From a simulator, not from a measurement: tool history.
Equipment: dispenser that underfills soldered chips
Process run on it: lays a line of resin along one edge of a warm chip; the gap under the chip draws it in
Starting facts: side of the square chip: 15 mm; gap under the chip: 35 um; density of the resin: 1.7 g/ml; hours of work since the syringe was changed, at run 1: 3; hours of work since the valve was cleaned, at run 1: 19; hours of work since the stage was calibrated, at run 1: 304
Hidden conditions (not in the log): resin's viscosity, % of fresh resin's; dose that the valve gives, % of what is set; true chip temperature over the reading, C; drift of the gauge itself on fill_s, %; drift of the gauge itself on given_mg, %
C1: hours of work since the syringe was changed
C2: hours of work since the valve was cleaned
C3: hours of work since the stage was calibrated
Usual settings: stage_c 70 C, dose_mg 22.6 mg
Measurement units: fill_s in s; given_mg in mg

run 1 day=0.000 | stage_c=70 dose_mg=22.6 | C1=3 C2=19 C3=304 | fill_s=372.9 given_mg=22.44
-- day=0.342 new syringe of resin
run 2 day=0.362 | stage_c=72 dose_mg=22.6 | C1=0 C2=25 C3=310 | fill_s=272.0 given_mg=22.43
run 3 day=0.671 | stage_c=72 dose_mg=22.6 | C1=6 C2=31 C3=315 | fill_s=423.7 given_mg=22.35
-- day=0.908 new syringe of resin
run 4 day=1.038 | stage_c=57 dose_mg=22.6 | C1=2 C2=37 C3=321 | fill_s=641.0 given_mg=22.30
-- day=1.433 dispensing valve cleaned and set on the balance
-- day=1.483 new syringe of resin
run 5 day=1.504 | stage_c=57 dose_mg=22.6 | C1=0 C2=1 C3=329 | fill_s=572.8 given_mg=22.55
-- day=2.025 new syringe of resin
run 6 day=2.158 | stage_c=57 dose_mg=22.6 | C1=2 C2=12 C3=340 | fill_s=669.7 given_mg=22.36
-- day=2.571 new syringe of resin
run 7 day=2.712 | stage_c=57 dose_mg=22.6 | C1=2 C2=22 C3=349 | fill_s=668.2 given_mg=22.32
-- day=3.104 new syringe of resin
run 8 day=3.196 | stage_c=57 dose_mg=22.6 | C1=2 C2=30 C3=358 | fill_s=616.0 given_mg=22.28
run 9 day=3.458 | stage_c=57 dose_mg=22.6 | C1=6 C2=35 C3=362 | fill_s=889.9 given_mg=22.23
-- day=3.633 new syringe of resin
-- day=3.988 dispensing valve cleaned and set on the balance
run 10 day=4.108 | stage_c=57 dose_mg=22.6 | C1=8 C2=2 C3=373 | fill_s=971.2 given_mg=22.56
-- day=4.233 new syringe of resin
-- day=4.767 new syringe of resin
run 11 day=4.779 | stage_c=57 dose_mg=22.6 | C1=0 C2=13 C3=384 | fill_s=549.5 given_mg=22.47
run 12 day=5.233 | stage_c=57 dose_mg=22.6 | C1=8 C2=21 C3=392 | fill_s=1033.7 given_mg=22.44
-- day=5.333 new syringe of resin
run 13 day=5.679 | stage_c=70 dose_mg=22.6 | C1=6 C2=29 C3=399 | fill_s=468.8 given_mg=22.35
-- day=5.888 new syringe of resin
run 14 day=6.221 | stage_c=70 dose_mg=28.2 | C1=6 C2=38 C3=409 | fill_s=455.1 given_mg=27.77
-- day=6.446 new syringe of resin
-- day=6.546 dispensing valve cleaned and set on the balance
run 15 day=6.608 | stage_c=70 dose_mg=28.2 | C1=2 C2=1 C3=414 | fill_s=326.0 given_mg=28.34
run 16 day=6.917 | stage_c=70 dose_mg=24.8 | C1=7 C2=6 C3=420 | fill_s=506.7 given_mg=24.76
-- day=7.038 new syringe of resin
run 17 day=7.462 | stage_c=70 dose_mg=19.8 | C1=7 C2=16 C3=429 | fill_s=525.5 given_mg=19.77
-- day=7.596 new syringe of resin
run 18 day=7.862 | stage_c=70 dose_mg=25.4 | C1=5 C2=23 C3=436 | fill_s=414.9 given_mg=25.24
-- day=8.154 new syringe of resin
run 19 day=8.338 | stage_c=70 dose_mg=25.4 | C1=3 C2=31 C3=444 | fill_s=361.5 given_mg=25.18
-- day=8.712 new syringe of resin
run 20 day=8.817 | stage_c=70 dose_mg=25.4 | C1=2 C2=39 C3=452 | fill_s=321.8 given_mg=25.09
-- day=9.092 dispensing valve cleaned and set on the balance
run 21 day=9.262 | stage_c=70 dose_mg=25.4 | C1=9 C2=3 C3=459 | fill_s=574.3 given_mg=25.37
-- day=9.321 new syringe of resin
run 22 day=9.746 | stage_c=70 dose_mg=25.4 | C1=7 C2=11 C3=468 | fill_s=496.3 given_mg=25.33
-- day=9.862 new syringe of resin
run 23 day=10.283 | stage_c=70 dose_mg=25.4 | C1=7 C2=20 C3=477 | fill_s=509.2 given_mg=25.18
-- day=10.404 new syringe of resin
run 24 day=10.750 | stage_c=75 dose_mg=27.1 | C1=6 C2=28 C3=485 | fill_s=358.5 given_mg=26.88
-- day=10.962 new syringe of resin
-- day=11.229 stage's temperature calibrated
run 25 day=11.438 | stage_c=69 dose_mg=20.8 | C1=8 C2=39 C3=4 | fill_s=615.1 given_mg=20.49
-- day=11.558 new syringe of resin
-- day=11.671 dispensing valve cleaned and set on the balance
run 26 day=11.988 | stage_c=69 dose_mg=20.8 | C1=7 C2=6 C3=12 | fill_s=580.3 given_mg=20.68
-- day=12.129 new syringe of resin
run 27 day=12.621 | stage_c=70 dose_mg=23.3 | C1=9 C2=16 C3=23 | fill_s=604.4 given_mg=23.02
-- day=12.671 new syringe of resin
run 28 day=13.146 | stage_c=68 dose_mg=21.8 | C1=8 C2=25 C3=32 | fill_s=670.8 given_mg=21.47
-- day=13.217 new syringe of resin
run 29 day=13.625 | stage_c=84 dose_mg=20.4 | C1=7 C2=34 C3=40 | fill_s=292.6 given_mg=20.01
-- day=13.771 new syringe of resin
run 30 day=13.958 | stage_c=77 dose_mg=22.6 | C1=3 C2=39 C3=46 | fill_s=289.8 given_mg=22.17
-- day=14.196 dispensing valve cleaned and set on the balance
-- day=14.379 new syringe of resin
run 31 day=14.392 | stage_c=60 dose_mg=19.9 | C1=0 C2=3 C3=53 | fill_s=536.0 given_mg=19.89
run 32 day=14.838 | stage_c=58 dose_mg=29.4 | C1=8 C2=11 C3=60 | fill_s=1042.7 given_mg=29.33
-- day=14.925 new syringe of resin
run 33 day=15.392 | stage_c=78 dose_mg=22.3 | C1=8 C2=20 C3=70 | fill_s=418.8 given_mg=22.13
-- day=15.475 new syringe of resin
run 34 day=15.975 | stage_c=81 dose_mg=23.1 | C1=9 C2=30 C3=80 | fill_s=374.6 given_mg=22.88
-- day=16.021 new syringe of resin
run 35 day=16.308 | stage_c=74 dose_mg=19.6 | C1=5 C2=36 C3=85 | fill_s=381.5 given_mg=19.35

Each row is a separate what-if for the run after 35, all from the same tool condition, not one after another. Results?
-- day=16.550 new syringe of resin
-- day=16.767 dispensing valve cleaned and set on the balance
run A day=16.796 | stage_c=75 dose_mg=23.5 | C1=4 C2=0 C3=93 | fill_s=? given_mg=?
-- day=16.550 new syringe of resin
-- day=16.767 dispensing valve cleaned and set on the balance
run B day=16.796 | stage_c=83 dose_mg=24.5 | C1=4 C2=0 C3=93 | fill_s=? given_mg=?
-- day=16.550 new syringe of resin
-- day=16.767 dispensing valve cleaned and set on the balance
run C day=16.796 | stage_c=65 dose_mg=19.6 | C1=4 C2=0 C3=93 | fill_s=? given_mg=?

run=A fill_s=320.2 given_mg=23.44
run=B fill_s=224.4 given_mg=24.49
run=C fill_s=520.7 given_mg=19.61
What these runs would have given with no unlogged condition in the tool:
run=A fill_s=249.8 given_mg=23.45
run=B fill_s=174.8 given_mg=24.51
run=C fill_s=407.0 given_mg=19.62

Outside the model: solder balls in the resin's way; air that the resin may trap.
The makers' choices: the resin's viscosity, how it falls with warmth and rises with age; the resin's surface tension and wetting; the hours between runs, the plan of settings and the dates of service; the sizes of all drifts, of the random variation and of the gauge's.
